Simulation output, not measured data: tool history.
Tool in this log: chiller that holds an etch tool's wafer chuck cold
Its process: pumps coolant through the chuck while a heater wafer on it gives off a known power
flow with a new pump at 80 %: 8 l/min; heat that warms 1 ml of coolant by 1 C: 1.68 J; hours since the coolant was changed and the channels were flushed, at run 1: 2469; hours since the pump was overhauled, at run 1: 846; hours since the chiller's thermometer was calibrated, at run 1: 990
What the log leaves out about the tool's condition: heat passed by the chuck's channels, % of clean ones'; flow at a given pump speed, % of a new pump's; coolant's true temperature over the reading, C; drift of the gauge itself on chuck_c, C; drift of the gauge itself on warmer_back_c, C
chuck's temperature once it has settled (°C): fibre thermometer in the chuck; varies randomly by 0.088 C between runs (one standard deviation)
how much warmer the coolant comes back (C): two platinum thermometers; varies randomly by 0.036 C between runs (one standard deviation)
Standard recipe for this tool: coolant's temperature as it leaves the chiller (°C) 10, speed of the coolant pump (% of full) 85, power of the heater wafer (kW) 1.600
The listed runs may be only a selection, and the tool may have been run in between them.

run    hour  coolant's temperature as it leaves the chiller (°C)  speed of the coolant pump (% of full)  power of the heater wafer (kW)  hours since the coolant was changed and the channels were flushed  hours since the pump was overhauled  hours since the chiller's thermometer was calibrated  chuck's temperature once it has settled (°C)  how much warmer the coolant comes back (C)
  1     0.0                                                   10                                     85                           1.600                                                               2469                                  846                                                   990                                         22.45                                        6.77
  2    66.9                                                   10                                     85                           1.600                                                               2536                                  913                                                  1057                                         22.58                                        6.80
  3   169.9                                                   10                                     85                           0.989                                                               2639                                 1016                                                  1160                                         17.74                                        4.23
  4   244.0                                                   10                                     85                           0.989                                                               2713                                 1090                                                  1234                                         17.82                                        4.20
  5   310.1                                                   10                                     85                           1.205                                                               2779                                 1156                                                  1300                                         19.71                                        5.19
  6   361.3                                                   10                                     85                           1.205                                                               2830                                 1207                                                  1351                                         19.41                                        5.19
  7   446.6                                                   10                                     85                           1.205                                                               2916                                 1292                                                  1437                                         19.44                                        5.19
  8   526.5                                                   10                                     85                           1.205                                                               2995                                 1372                                                  1516                                         19.49                                        5.15
  9   576.4                                                   10                                     85                           1.600                                                               3045                                 1422                                                  1566                                         22.79                                        6.87
 10   655.0                                                   10                                     93                           1.600                                                               3124                                 1501                                                  1645                                         21.99                                        6.24
 11   716.4                                                   10                                     93                           1.600                                                               3185                                 1562                                                  1706                                         22.17                                        6.24
 12   773.3                                                   10                                     93                           1.600                                                               3242                                 1619                                                  1763                                         22.01                                        6.26
 13   830.9                                                   10                                     85                           1.600                                                               3300                                 1677                                                  1821                                         22.73                                        6.91
 14   898.7                                                   10                                     85                           1.600                                                               3368                                 1745                                                  1889                                         22.62                                        6.91
 15   950.3                                                   10                                     85                           1.600                                                               3419                                 1796                                                  1940                                         22.74                                        6.96
 16  1004.6                                                   10                                     85                           1.600                                                               3474                                 1851                                                  1995                                         22.79                                        6.91
 17  1076.9                                                    1                                     85                           1.600                                                               3546                                 1923                                                  2067                                         13.63                                        6.92
 18  1183.3                                                    5                                     65                           1.818                                                               3652                                 2029                                                  2173                                         22.35                                       10.29
 19  1244.0                                                   15                                     69                           1.897                                                               3713                                 2090                                                  2234                                         32.60                                       10.25
 20  1329.3                                                    6                                     85                           1.600                                                               3798                                 2175                                                  2319                                         18.69                                        7.04
 21  1401.9                                                    6                                     85                           1.600                                                               3871                                 2248                                                  2392                                         18.92                                        6.94
 22  1450.5                                                    6                                     85                           1.600                                                               3919                                 2296                                                  2440                                         18.80                                        6.99
 23  1516.2                                                   14                                     85                           0.931                                                               3985                                 2362                                                  2506                                         21.29                                        4.08
 24  1614.0                                                   10                                     62                           2.082                                                               4083                                 2460                                                  2604                                         30.59                                       12.71
 25  1665.4                                                    1                                     61                           2.082                                                               4134                                 2511                                                  2655                                         21.72                                       12.89
 26  1748.9                                                   13                                     96                           1.451                                                               4218                                 2595                                                  2739                                         23.78                                        5.64
     1783.7  -- chiller's thermometer calibrated
 27  1830.1                                                   19                                     96                           1.825                                                               4298                                 2675                                                    46                                         33.03                                        7.10
 28  1912.9                                                   19                                     96                           1.825                                                               4381                                 2758                                                   129                                         33.19                                        7.07
 29  1984.2                                                   12                                     85                           1.600                                                               4452                                 2829                                                   201                                         25.10                                        7.02
 30  2072.5                                                    5                                     86                           1.862                                                               4541                                 2917                                                   289                                         20.30                                        8.09
 31  2166.3                                                    5                                     86                           1.862                                                               4634                                 3011                                                   383                                         20.30                                        8.18

Below are 5 alternative next runs, each starting from the tool's condition after run 31. Predict each:
  A  2223.9                                                    5                                     98                           1.862                                                               4692                                 3069                                                   440                                             ?                                           ?
  B  2223.9                                                    5                                     63                           0.897                                                               4692                                 3069                                                   440                                             ?                                           ?
  C  2223.9                                                    6                                     91                           0.855                                                               4692                                 3069                                                   440                                             ?                                           ?
  D  2223.9                                                   17                                     85                           0.836                                                               4692                                 3069                                                   440                                             ?                                           ?
  E  2223.9                                                   18                                     67                           2.399                                                               4692                                 3069                                                   440                                             ?                                           ?

run  chuck's temperature once it has settled (°C)  how much warmer the coolant comes back (C)
  A                                         19.12                                        7.12
  B                                         13.89                                        5.40
  C                                         12.80                                        3.55
  D                                         24.02                                        3.69
  E                                         41.15                                       13.51
What these runs would have given with no unlogged condition in the tool:
run  chuck's temperature once it has settled (°C)  how much warmer the coolant comes back (C)
  A                                         18.18                                        6.72
  B                                         13.34                                        5.10
  C                                         12.40                                        3.35
  D                                         23.61                                        3.48
  E                                         39.59                                       12.76
